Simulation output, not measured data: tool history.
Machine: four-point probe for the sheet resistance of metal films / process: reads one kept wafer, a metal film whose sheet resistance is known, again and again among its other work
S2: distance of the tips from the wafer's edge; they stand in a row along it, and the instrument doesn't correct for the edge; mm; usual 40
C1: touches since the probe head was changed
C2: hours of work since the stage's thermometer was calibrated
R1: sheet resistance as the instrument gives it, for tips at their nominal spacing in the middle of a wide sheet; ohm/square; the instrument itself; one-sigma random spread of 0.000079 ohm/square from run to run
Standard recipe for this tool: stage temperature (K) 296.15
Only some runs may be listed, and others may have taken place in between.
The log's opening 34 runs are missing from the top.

Run 35, day 56.971: usual settings but stage temperature (K) 293.15, S2 58 mm; C1 46741; C2 332. Result: R1 0.397019 ohm/square.
Run 36, day 58.929: usual settings but stage temperature (K) 293.15, S2 58 mm; C1 47421; C2 364. Result: R1 0.397165 ohm/square.
Run 37, day 60.121: usual settings but stage temperature (K) 301.15, S2 11 mm; C1 47835; C2 383. Result: R1 0.400136 ohm/square.
Run 38, day 62.092: usual settings but stage temperature (K) 301.15, S2 11 mm; C1 48519; C2 414. Result: R1 0.400080 ohm/square.
Run 39, day 63.971: usual settings but stage temperature (K) 300.15, S2 16 mm; C1 49172; C2 444. Result: R1 0.399487 ohm/square.
Run 40, day 65.929: usual settings but stage temperature (K) 293.15, S2 7 mm; C1 49851; C2 475. Result: R1 0.398938 ohm/square.
Run 41, day 67.254: usual settings but stage temperature (K) 306.15, S2 47 mm; C1 50312; C2 496. Result: R1 0.400801 ohm/square.
Run 42, day 69.362: usual settings but stage temperature (K) 300.15, S2 39 mm; C1 51043; C2 530. Result: R1 0.399100 ohm/square.
Run 43, day 71.300: usual settings but stage temperature (K) 300.15, S2 39 mm; C1 51717; C2 561. Result: R1 0.399107 ohm/square.
Run 44, day 72.454: usual settings but stage temperature (K) 299.15, S2 6 mm; C1 52117; C2 579. Result: R1 0.401323 ohm/square.

Alternative continuations, all from the tool just after run 44; predict every row:
Run A, day 74.279: usual settings but stage temperature (K) 299.15, S2 45 mm; C1 52752; C2 608. Result: R1 ?.
Run B, day 74.279: usual settings but stage temperature (K) 304.15, S2 6 mm; C1 52752; C2 608. Result: R1 ?.
Run C, day 74.279: usual settings but stage temperature (K) 291.15, S2 16 mm; C1 52752; C2 608. Result: R1 ?.
Run D, day 74.279: usual settings but S2 19 mm; C1 52752; C2 608. Result: R1 ?.
Run E, day 74.279: usual settings but stage temperature (K) 306.15, S2 67 mm; C1 52752; C2 608. Result: R1 ?.

run        R1
  A  0.398841
  B  0.402421
  C  0.396847
  D  0.398322
  E  0.400816
Stripped of hidden state, with their random variation kept, the same runs would have yielded:
run        R1
  A  0.397234
  B  0.400796
  C  0.395255
  D  0.396720
  E  0.399195

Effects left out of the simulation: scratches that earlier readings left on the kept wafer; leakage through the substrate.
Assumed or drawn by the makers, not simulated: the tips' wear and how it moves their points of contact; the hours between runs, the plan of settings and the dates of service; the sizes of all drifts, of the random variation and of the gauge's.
